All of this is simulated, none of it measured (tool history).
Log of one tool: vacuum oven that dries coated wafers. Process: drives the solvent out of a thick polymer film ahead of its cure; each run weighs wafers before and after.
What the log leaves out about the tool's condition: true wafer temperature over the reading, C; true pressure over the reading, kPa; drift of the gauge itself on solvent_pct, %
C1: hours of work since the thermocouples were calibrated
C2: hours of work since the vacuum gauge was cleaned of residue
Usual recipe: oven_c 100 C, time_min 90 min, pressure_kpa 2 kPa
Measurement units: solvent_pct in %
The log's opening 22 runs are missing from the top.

{"run": 23, "day": 52.196, "oven_c": 100, "time_min": 90, "pressure_kpa": 2, "C1": 141, "C2": 1048, "solvent_pct": 4.03}
{"day": 53.175, "done": "vacuum gauge cleaned of residue and calibrated"}
{"run": 24, "day": 53.942, "oven_c": 110, "time_min": 65, "pressure_kpa": 2.8, "C1": 160, "C2": 9, "solvent_pct": 3.27}
{"run": 25, "day": 55.538, "oven_c": 104, "time_min": 97, "pressure_kpa": 3.2, "C1": 178, "C2": 27, "solvent_pct": 4.53}
{"run": 26, "day": 58.267, "oven_c": 104, "time_min": 97, "pressure_kpa": 3.2, "C1": 209, "C2": 57, "solvent_pct": 4.56}
{"run": 27, "day": 59.896, "oven_c": 104, "time_min": 97, "pressure_kpa": 3.2, "C1": 227, "C2": 76, "solvent_pct": 4.57}
{"run": 28, "day": 62.208, "oven_c": 92, "time_min": 141, "pressure_kpa": 3.23, "C1": 253, "C2": 102, "solvent_pct": 7.13}
{"run": 29, "day": 63.617, "oven_c": 92, "time_min": 141, "pressure_kpa": 3.23, "C1": 269, "C2": 118, "solvent_pct": 7.11}
{"run": 30, "day": 65.896, "oven_c": 92, "time_min": 141, "pressure_kpa": 3.23, "C1": 295, "C2": 143, "solvent_pct": 7.12}
{"run": 31, "day": 69.1, "oven_c": 92, "time_min": 141, "pressure_kpa": 3.23, "C1": 331, "C2": 180, "solvent_pct": 7.11}
{"run": 32, "day": 70.758, "oven_c": 98, "time_min": 115, "pressure_kpa": 5.48, "C1": 350, "C2": 198, "solvent_pct": 9.46}
{"run": 33, "day": 72.375, "oven_c": 98, "time_min": 135, "pressure_kpa": 5.48, "C1": 368, "C2": 216, "solvent_pct": 9.43}
{"run": 34, "day": 74.046, "oven_c": 89, "time_min": 52, "pressure_kpa": 3.54, "C1": 387, "C2": 235, "solvent_pct": 9.78}
{"run": 35, "day": 75.675, "oven_c": 89, "time_min": 52, "pressure_kpa": 3.54, "C1": 405, "C2": 254, "solvent_pct": 9.76}
{"run": 36, "day": 77.758, "oven_c": 112, "time_min": 90, "pressure_kpa": 4.95, "C1": 428, "C2": 277, "solvent_pct": 5.18}
{"run": 37, "day": 79.246, "oven_c": 112, "time_min": 90, "pressure_kpa": 4.95, "C1": 445, "C2": 294, "solvent_pct": 5.24}

Estimate the outcome of run 38 from the log above:
{"run": 38, "day": 80.692, "oven_c": 86, "time_min": 46, "pressure_kpa": 1.15, "C1": 462, "C2": 310, "solvent_pct": "?"}

solvent_pct: 7 %
Were there no unlogged condition in the tool, this run, its random variation unchanged, would have produced solvent_pct 7.06 %.
